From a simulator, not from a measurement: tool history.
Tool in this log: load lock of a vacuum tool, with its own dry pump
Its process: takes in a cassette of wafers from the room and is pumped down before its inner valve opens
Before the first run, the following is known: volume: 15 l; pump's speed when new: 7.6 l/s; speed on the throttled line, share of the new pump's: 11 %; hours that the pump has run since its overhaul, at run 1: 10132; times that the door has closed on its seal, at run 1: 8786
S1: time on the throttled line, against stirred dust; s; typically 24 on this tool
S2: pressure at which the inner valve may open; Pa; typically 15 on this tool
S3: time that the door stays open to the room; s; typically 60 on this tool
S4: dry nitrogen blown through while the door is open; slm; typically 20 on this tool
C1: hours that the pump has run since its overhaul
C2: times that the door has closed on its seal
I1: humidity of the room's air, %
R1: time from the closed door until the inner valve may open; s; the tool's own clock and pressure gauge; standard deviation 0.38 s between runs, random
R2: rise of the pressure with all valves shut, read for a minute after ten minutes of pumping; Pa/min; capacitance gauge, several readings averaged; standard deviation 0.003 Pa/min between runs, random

run    hour  S1  S2   S3  S4     C1     C2    I1    R1     R2
  1       0  24  15   60  20  10132   8786  42.9  38.9  0.024
  2   260.1  37  15   60  20  10392   9119  43.1  50.1  0.018
  3   478.3  24  15   60  20  10610   9398  43.1  39.2  0.019
  4   642.6  24  15   60  20  10774   9608  47.8  38.5  0.022
  5   861.2  24  15   60  20  10993   9888  42.7  38.9   0.02
  6   973.4  24  15   60  20  11105  10031    44  39.1  0.029
  7  1136.7  24  15   62  20  11268  10240  46.6  39.1  0.025
  8  1258.8  24  15   62  20  11391  10396  47.8  38.8  0.029
  9  1418.3  24  15   62   9  11550  10600  45.9  38.8  0.036
 10  1586.5  24  15   62   9  11718  10815    46  38.5  0.031
 11    1757  24  15   62   9  11889  11033  45.8  38.6  0.033
 12  2023.3  24  15   60  20  12155  11374  45.1  39.5   0.02
 13  2247.7  24  15   60  20  12379  11660  44.1    39   0.02
 14  2466.8  24  15   60  24  12599  11941  44.4  39.6  0.019
 15  2618.5  24  15   60  24  12750  12134  44.7  39.3  0.023
     2748.6  -- dry pump taken out, an overhauled one fitted
 16  2802.8  24  15   60  24     54  12363  46.6    39  0.019
 17  2982.1  12  15   60  24    233  12592  47.2  28.2  0.018
 18  3202.9  24  15   60   9    454  12874  44.3    39  0.033
 19  3323.6  37  15   60  20    575  13029  43.7  50.3  0.023
 20    3445  35  29   26  20    696  13184  43.9    47   0.02
 21  3619.8  35  29   26  20    871  13407  41.2  47.3  0.016
 22  3802.9  35  29  184  20   1054  13641  47.5    48  0.037
 23  4006.7  28  12   60  20   1258  13902    45  43.3   0.02
 24  4258.5  28  16   60  20   1510  14224  44.8  42.6  0.027
 25  4414.8  46  17   26  26   1666  14424  48.1  57.8   0.02
 26  4665.4  29  15   60  15   1917  14744  45.2  43.1  0.025
 27  4881.1  29  15   60  15   2132  15020  46.3  43.1  0.021
 28  5079.7  29  15   60  15   2331  15274  44.4  43.1  0.029
 29  5237.3  29  15   60  15   2489  15476  45.7  44.1  0.026
 30  5388.6  24  13  221  28   2640  15669  44.1  39.5  0.036
 31  5651.7  24  13  221  28   2903  16005  46.5  38.8  0.037
 32  5839.7  16  15  152   9   3091  16246  45.4  31.7   0.05
 33  6097.5  16  15  152   9   3349  16575    44  31.4  0.046
 34  6335.4  24  21   60  35   3587  16880  43.2  38.2  0.018
 35  6578.3  24  21   60  35   3830  17190  44.5  38.3  0.023
 36  6715.4  24  21   60  35   3967  17366  39.7  38.2  0.017
 37  6834.5  24  15   32  20   4086  17518  43.2  38.9   0.02
 38  7054.2  44  15   60  20   4306  17799  45.1  56.6  0.017

Entry by entry between the runs, the difference in hidden state between the last listed run before and the first listed run after:
Run 15 -> run 16: dry pump taken out, an overhauled one fitted (hour 2748.6)
  pump's speed, % of a new pump's: 99.7 -> 100
